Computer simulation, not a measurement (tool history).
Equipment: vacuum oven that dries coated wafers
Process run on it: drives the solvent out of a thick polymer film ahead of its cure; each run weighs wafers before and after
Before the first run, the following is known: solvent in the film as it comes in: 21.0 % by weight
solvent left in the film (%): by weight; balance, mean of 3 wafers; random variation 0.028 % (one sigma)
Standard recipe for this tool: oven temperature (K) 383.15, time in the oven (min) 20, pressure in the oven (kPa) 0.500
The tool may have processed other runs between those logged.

Run 1, hour 0.0: usual settings. Result: solvent left in the film (%) 2.39.
Run 2, hour 49.6: usual settings. Result: solvent left in the film (%) 2.40.
Run 3, hour 96.2: usual settings. Result: solvent left in the film (%) 2.37.
Run 4, hour 141.2: usual settings but oven temperature (K) 397.15. Result: solvent left in the film (%) 0.50.
Run 5, hour 183.7: usual settings but oven temperature (K) 397.15. Result: solvent left in the film (%) 0.45.
Run 6, hour 235.1: usual settings but oven temperature (K) 397.15. Result: solvent left in the film (%) 0.45.
Run 7, hour 271.3: usual settings but oven temperature (K) 397.15. Result: solvent left in the film (%) 0.48.
Run 8, hour 318.5: usual settings but oven temperature (K) 373.15. Result: solvent left in the film (%) 5.84.
Run 9, hour 344.7: usual settings but oven temperature (K) 373.15. Result: solvent left in the film (%) 5.84.
Run 10, hour 371.9: usual settings but oven temperature (K) 373.15. Result: solvent left in the film (%) 5.79.
Run 11, hour 416.6: usual settings. Result: solvent left in the film (%) 2.30.
At hour 422.7: vacuum gauge cleaned of residue and calibrated.
At hour 459.7: oven's thermocouples calibrated.
Run 12, hour 469.2: usual settings. Result: solvent left in the film (%) 2.84.
Run 13, hour 518.4: usual settings. Result: solvent left in the film (%) 2.83.
At hour 568.1: vacuum gauge cleaned of residue and calibrated, once more.
Run 14, hour 570.8: usual settings. Result: solvent left in the film (%) 2.63.
Run 15, hour 617.9: usual settings. Result: solvent left in the film (%) 2.58.
Run 16, hour 668.7: usual settings but pressure in the oven (kPa) 0.510. Result: solvent left in the film (%) 2.57.
Run 17, hour 696.2: usual settings but pressure in the oven (kPa) 0.510. Result: solvent left in the film (%) 2.56.
Run 18, hour 758.9: usual settings but oven temperature (K) 394.15. Result: solvent left in the film (%) 0.61.
Run 19, hour 800.9: usual settings but oven temperature (K) 394.15. Result: solvent left in the film (%) 0.60.
Run 20, hour 827.4: usual settings but oven temperature (K) 388.15, time in the oven (min) 22, pressure in the oven (kPa) 1.027. Result: solvent left in the film (%) 1.48.
Run 21, hour 873.9: usual settings but oven temperature (K) 388.15, time in the oven (min) 22, pressure in the oven (kPa) 1.027. Result: solvent left in the film (%) 1.48.
Run 22, hour 909.9: usual settings but oven temperature (K) 388.15, time in the oven (min) 19, pressure in the oven (kPa) 0.307. Result: solvent left in the film (%) 1.40.
Run 23, hour 961.4: usual settings but oven temperature (K) 377.15. Result: solvent left in the film (%) 4.57.
Run 24, hour 1022.7: usual settings but oven temperature (K) 371.15. Result: solvent left in the film (%) 6.96.
Run 25, hour 1067.3: usual settings but oven temperature (K) 371.15. Result: solvent left in the film (%) 6.90.
Run 26, hour 1120.2: usual settings but oven temperature (K) 371.15. Result: solvent left in the film (%) 6.80.
Run 27, hour 1148.4: usual settings but time in the oven (min) 21. Result: solvent left in the film (%) 2.24.
Run 28, hour 1210.9: usual settings but oven temperature (K) 375.15, time in the oven (min) 11, pressure in the oven (kPa) 0.499. Result: solvent left in the film (%) 8.75.
Run 29, hour 1254.5: usual settings but oven temperature (K) 375.15, time in the oven (min) 11, pressure in the oven (kPa) 0.499. Result: solvent left in the film (%) 8.80.
Run 30, hour 1298.0: usual settings but oven temperature (K) 373.15, time in the oven (min) 15, pressure in the oven (kPa) 0.989. Result: solvent left in the film (%) 8.01.

How would selected steps in solvent left in the film (%) from run to run divide? Give the signed amount a tool lacking its hidden state would still show from settings, what came in and random variation, and the signed amount left for the hidden state, including any gauge scatter that is not in both of the compared results.
Hidden conditions of the tool in this case: true wafer temperature over the reading, C; true pressure over the reading, kPa; drift of the gauge itself on solvent_pct, %.
Run 3 -> 4: oven temperature (K) 383.15 -> 397.15. solvent left in the film (%) -1.87: hidden state +0.30, all else -2.17.
Run 7 -> 8: oven temperature (K) 397.15 -> 373.15. solvent left in the film (%) +5.36: hidden state -0.52, all else +5.88.
Run 11 -> 12: vacuum gauge cleaned of residue and calibrated, oven's thermocouples calibrated. solvent left in the film (%) +0.54: hidden state +0.51, all else +0.03.
Run 26 -> 27: oven temperature (K) 371.15 -> 383.15, time in the oven (min) 20 -> 21. solvent left in the film (%) -4.56: hidden state +0.07, all else -4.63.
Run 27 -> 28: oven temperature (K) 383.15 -> 375.15, time in the oven (min) 21 -> 11, pressure in the oven (kPa) 0.500 -> 0.499. solvent left in the film (%) +6.51: hidden state -0.08, all else +6.59.
